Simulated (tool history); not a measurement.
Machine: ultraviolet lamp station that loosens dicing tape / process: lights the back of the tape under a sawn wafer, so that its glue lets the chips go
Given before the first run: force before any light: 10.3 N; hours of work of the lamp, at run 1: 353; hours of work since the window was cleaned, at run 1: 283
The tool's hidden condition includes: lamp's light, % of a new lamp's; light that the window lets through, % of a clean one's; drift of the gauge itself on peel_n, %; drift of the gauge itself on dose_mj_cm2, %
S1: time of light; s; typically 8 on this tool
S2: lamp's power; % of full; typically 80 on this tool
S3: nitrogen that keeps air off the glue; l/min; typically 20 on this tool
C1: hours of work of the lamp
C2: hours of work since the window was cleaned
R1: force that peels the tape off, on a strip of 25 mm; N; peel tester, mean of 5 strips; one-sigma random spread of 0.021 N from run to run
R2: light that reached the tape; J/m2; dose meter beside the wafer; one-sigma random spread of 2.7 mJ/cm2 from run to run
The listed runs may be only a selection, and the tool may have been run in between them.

run     day  S1  S2  S3   C1   C2     R1    R2
  1       0   8  80  20  353  283  1.454  2920
  2   0.979   8  80  25  363  293  1.246  2950
  3   2.575   8  80  25  380  310   1.31  2910
      4.088  -- window cleaned of glue's vapour
  4   4.312   8  80  25  398    2  1.038  3160
  5   5.488   8  80  25  411   15  1.047  3150
  6   6.758   8  80  25  424   28  1.113  3130
  7    8.85   8  80  25  446   50  1.133  3120
  8   9.829   8  80  25  457   61   1.16  3100
  9  11.021   8  80  20  469   73  1.353  3080
 10  12.538   8  80  20  485   89  1.368  3030
 11    13.8   6  80  20  499  103  2.259  2220
 12  15.738   8  80  20  519  123  1.424  2970
 13  16.929   8  80  20  532  136  1.462  2970
 14  18.696   8  80  20  551  154  1.463  2890
 15  19.775   8  62  20  562  166  2.242  2260

What will run 16 give?
 16  21.258   9  81  20  578  182   ?   ?

For run 16 the tool returned R1 1.128 N, R2 3270 J/m2.
The same run, on a tool lacking any hidden state, would have yielded R1 0.738 N, R2 3990 J/m2.
